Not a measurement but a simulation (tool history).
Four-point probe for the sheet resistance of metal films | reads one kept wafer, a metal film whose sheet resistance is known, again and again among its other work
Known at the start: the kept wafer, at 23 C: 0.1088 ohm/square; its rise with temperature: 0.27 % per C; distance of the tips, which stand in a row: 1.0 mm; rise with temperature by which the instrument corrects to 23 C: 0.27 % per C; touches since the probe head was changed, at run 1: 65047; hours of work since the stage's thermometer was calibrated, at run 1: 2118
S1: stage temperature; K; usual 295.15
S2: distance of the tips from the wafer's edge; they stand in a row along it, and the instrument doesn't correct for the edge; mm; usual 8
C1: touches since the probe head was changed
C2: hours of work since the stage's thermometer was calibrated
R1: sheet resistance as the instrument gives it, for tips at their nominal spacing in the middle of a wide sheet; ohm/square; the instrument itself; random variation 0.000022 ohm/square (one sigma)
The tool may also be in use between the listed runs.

run    hour      S1  S2      C1    C2        R1
  1       0  295.15   8   65047  2118  0.109727
  2   109.7  296.15   8   66691  2175   0.10968
  3   242.7  296.15   8   68683  2243  0.109719
  4     310  296.15   8   69691  2277  0.109723
  5     437  308.15   8   71593  2342  0.109632
  6   509.7  295.15   8   72683  2379  0.109717
  7   593.7  295.15  73   73941  2422  0.108777
  8   698.8  295.15  73   75516  2476  0.108818
  9   777.1  295.15   8   76689  2516  0.109715
 10   892.7  295.15   8   78420  2575  0.109707
 11  1003.2  308.15   8   80076  2632  0.109658
 12  1068.7  308.15  53   81057  2665  0.108787
 13  1169.6  308.15  53   82568  2717  0.108808
 14  1233.7  308.15  53   83529  2750  0.108802
     1280.5  -- stage's thermometer calibrated
 15  1320.2  308.15  53   84817    20  0.108775
 16  1389.2  308.15  53   85850    56  0.108766
 17  1482.6  308.15  53   87249   103  0.108768
 18  1573.8  308.15  53   88617   150  0.108737
 19  1683.8  308.15  53   90264   206  0.108756
 20    1782  308.15  18   91734   257  0.108901
 21  1884.7  308.15  18   93273   309  0.108907
 22  1947.2  308.15  28   94210   341  0.108849
 23  2045.8  295.15   5   95687   392  0.111108
 24  2179.9  296.15  43   97696   460  0.108833
 25  2310.9  296.15  43   99658   527  0.108781
 26  2386.6  296.15  43  100792   566  0.108845
 27  2465.8  292.15  42  101979   606  0.108843
 28  2543.2  292.15  42  103138   646  0.108864
 29  2685.8  302.15  42  105274   719  0.108808
 30  2762.4  302.15  42  106421   758  0.108784
 31  2852.2  304.15   8  107768   804  0.109689
 32  2975.7  307.15  15  109618   867   0.10902
 33  3123.5  299.15   3  111832   943   0.11493
 34  3207.4  299.15   3  113088   986  0.114894
 35  3326.9  297.15   5  114879  1047  0.111084
 36  3432.5  292.15  10  116461  1101  0.109416
 37  3492.1  297.15   8  117354  1132  0.109713
 38    3573  297.15   8  118566  1173  0.109683
 39    3718  297.15   8  120737  1247  0.109719
 40  3862.6  297.15   8  122904  1321  0.109693
 41  3970.5  305.15  39  124520  1376  0.108807
 42  4115.2  302.15   5  126688  1450  0.111077
 43  4218.7  306.15  42  128238  1503  0.108799
 44  4302.9  306.15  42  129500  1546  0.108797
 45  4376.5  295.15   5  130602  1584  0.111079

Hidden state at the last listed run before each entry between runs and at the first one after, where it differs:
Between runs 14 and 15: stage's thermometer calibrated (hour 1280.5)
  inner tips' distance over the nominal, %: 0.003 -> 0.002; wafer's true temperature over the reading, C: 0.01 -> 0
